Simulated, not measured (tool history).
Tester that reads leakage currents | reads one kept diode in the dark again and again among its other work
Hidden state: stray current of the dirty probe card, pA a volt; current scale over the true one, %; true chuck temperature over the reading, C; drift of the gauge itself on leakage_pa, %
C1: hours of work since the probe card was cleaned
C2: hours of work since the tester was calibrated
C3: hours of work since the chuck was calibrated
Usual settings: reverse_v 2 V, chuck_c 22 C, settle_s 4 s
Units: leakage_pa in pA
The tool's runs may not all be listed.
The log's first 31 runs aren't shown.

{"run": 32, "hour": 3862.5, "reverse_v": 2.82, "chuck_c": 22, "settle_s": 0.73, "C1": 1385, "C2": 4804, "C3": 153, "leakage_pa": 42.45}
{"run": 33, "hour": 4012.7, "reverse_v": 2, "chuck_c": 40, "settle_s": 4, "C1": 1451, "C2": 4870, "C3": 220, "leakage_pa": 133.1}
{"run": 34, "hour": 4107.4, "reverse_v": 17.14, "chuck_c": 35, "settle_s": 4, "C1": 1493, "C2": 4912, "C3": 261, "leakage_pa": 267.51}
{"run": 35, "hour": 4261.2, "reverse_v": 1.38, "chuck_c": 33, "settle_s": 5.07, "C1": 1561, "C2": 4979, "C3": 329, "leakage_pa": 68.04}
{"run": 36, "hour": 4353.7, "reverse_v": 2.7, "chuck_c": 42, "settle_s": 1.57, "C1": 1602, "C2": 5020, "C3": 370, "leakage_pa": 176.45}
{"run": 37, "hour": 4481.5, "reverse_v": 6.34, "chuck_c": 22, "settle_s": 0.37, "C1": 1658, "C2": 5077, "C3": 426, "leakage_pa": 65.14}
{"run": 38, "hour": 4623.6, "reverse_v": 2, "chuck_c": 39, "settle_s": 4.38, "C1": 1721, "C2": 5139, "C3": 489, "leakage_pa": 124.02}
{"run": 39, "hour": 4762.0, "reverse_v": 12.19, "chuck_c": 37, "settle_s": 2.39, "C1": 1782, "C2": 5200, "C3": 550, "leakage_pa": 261.46}

Forecast each of these 5 alternatives for the next run:
{"run": "A", "hour": 4939.6, "reverse_v": 2, "chuck_c": 27, "settle_s": 7.56, "C1": 1860, "C2": 5278, "C3": 628, "leakage_pa": "?"}
{"run": "B", "hour": 4939.6, "reverse_v": 2, "chuck_c": 48, "settle_s": 4, "C1": 1860, "C2": 5278, "C3": 628, "leakage_pa": "?"}
{"run": "C", "hour": 4939.6, "reverse_v": 2.11, "chuck_c": 39, "settle_s": 0.49, "C1": 1860, "C2": 5278, "C3": 628, "leakage_pa": "?"}
{"run": "D", "hour": 4939.6, "reverse_v": 2, "chuck_c": 22, "settle_s": 5.81, "C1": 1860, "C2": 5278, "C3": 628, "leakage_pa": "?"}
{"run": "E", "hour": 4939.6, "reverse_v": 2.86, "chuck_c": 22, "settle_s": 0.37, "C1": 1860, "C2": 5278, "C3": 628, "leakage_pa": "?"}

run=A leakage_pa=52.02
run=B leakage_pa=230.11
run=C leakage_pa=127.23
run=D leakage_pa=35.42
run=E leakage_pa=43.25
Without the tool's hidden state the same runs would have given:
run=A leakage_pa=52.03
run=B leakage_pa=230.19
run=C leakage_pa=127.27
run=D leakage_pa=35.42
run=E leakage_pa=43.25
